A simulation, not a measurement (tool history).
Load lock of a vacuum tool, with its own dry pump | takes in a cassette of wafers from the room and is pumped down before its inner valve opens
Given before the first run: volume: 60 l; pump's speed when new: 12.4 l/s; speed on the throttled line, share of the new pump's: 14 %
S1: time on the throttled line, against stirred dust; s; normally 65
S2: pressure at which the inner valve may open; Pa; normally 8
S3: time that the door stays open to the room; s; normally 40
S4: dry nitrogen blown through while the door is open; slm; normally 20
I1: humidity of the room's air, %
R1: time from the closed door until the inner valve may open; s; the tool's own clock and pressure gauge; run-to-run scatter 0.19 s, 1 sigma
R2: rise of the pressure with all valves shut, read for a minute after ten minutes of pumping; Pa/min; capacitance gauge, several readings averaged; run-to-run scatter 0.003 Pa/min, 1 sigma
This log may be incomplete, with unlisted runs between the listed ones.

run 1 hour=0 | S1=65 S2=8 S3=40 S4=20 | I1=46.1 | R1=101.9 R2=0.015
run 2 hour=139.7 | S1=65 S2=8 S3=40 S4=20 | I1=48.4 | R1=101.7 R2=0.022
run 3 hour=302.1 | S1=65 S2=8 S3=40 S4=20 | I1=42.2 | R1=102.1 R2=0.021
run 4 hour=566.1 | S1=65 S2=8 S3=191 S4=20 | I1=48.2 | R1=102.3 R2=0.033
run 5 hour=685.9 | S1=65 S2=8 S3=191 S4=20 | I1=47.5 | R1=102 R2=0.029
run 6 hour=920.5 | S1=65 S2=8 S3=191 S4=20 | I1=48.4 | R1=102 R2=0.032
run 7 hour=1105.1 | S1=65 S2=8 S3=40 S4=20 | I1=45.2 | R1=101.9 R2=0.017
run 8 hour=1249 | S1=65 S2=8 S3=40 S4=11 | I1=44.8 | R1=102.2 R2=0.023
run 9 hour=1444.8 | S1=65 S2=8 S3=40 S4=11 | I1=44.5 | R1=101.7 R2=0.021
run 10 hour=1561.5 | S1=65 S2=14 S3=40 S4=11 | I1=41.3 | R1=99.3 R2=0.025
run 11 hour=1780.1 | S1=65 S2=14 S3=123 S4=11 | I1=43.1 | R1=99.1 R2=0.03
run 12 hour=1887 | S1=65 S2=14 S3=123 S4=11 | I1=42 | R1=99.2 R2=0.034
run 13 hour=1998.1 | S1=65 S2=14 S3=123 S4=11 | I1=43.8 | R1=99 R2=0.036
run 14 hour=2243.5 | S1=65 S2=8 S3=40 S4=9 | I1=47.3 | R1=102 R2=0.026
run 15 hour=2444.6 | S1=86 S2=11 S3=29 S4=32 | I1=45.7 | R1=118.3 R2=0.013
run 16 hour=2644.9 | S1=36 S2=15 S3=40 S4=20 | I1=50.2 | R1=73.9 R2=0.022

Below are 3 alternative next runs, each starting from the tool's condition after run 16. Predict each:
run A hour=2866.7 | S1=97 S2=15 S3=37 S4=22 | I1=45 | R1=? R2=?
run B hour=2866.7 | S1=43 S2=8 S3=40 S4=39 | I1=43.8 | R1=? R2=?
run C hour=2866.7 | S1=65 S2=15 S3=40 S4=15 | I1=45.8 | R1=? R2=?

run=A R1=126.2 R2=0.017
run=B R1=83.1 R2=0.013
run=C R1=99.2 R2=0.021
Stripped of hidden state, with their random variation kept, the same runs would have yielded:
run=A R1=126.2 R2=0.016
run=B R1=83.1 R2=0.013
run=C R1=99.2 R2=0.02
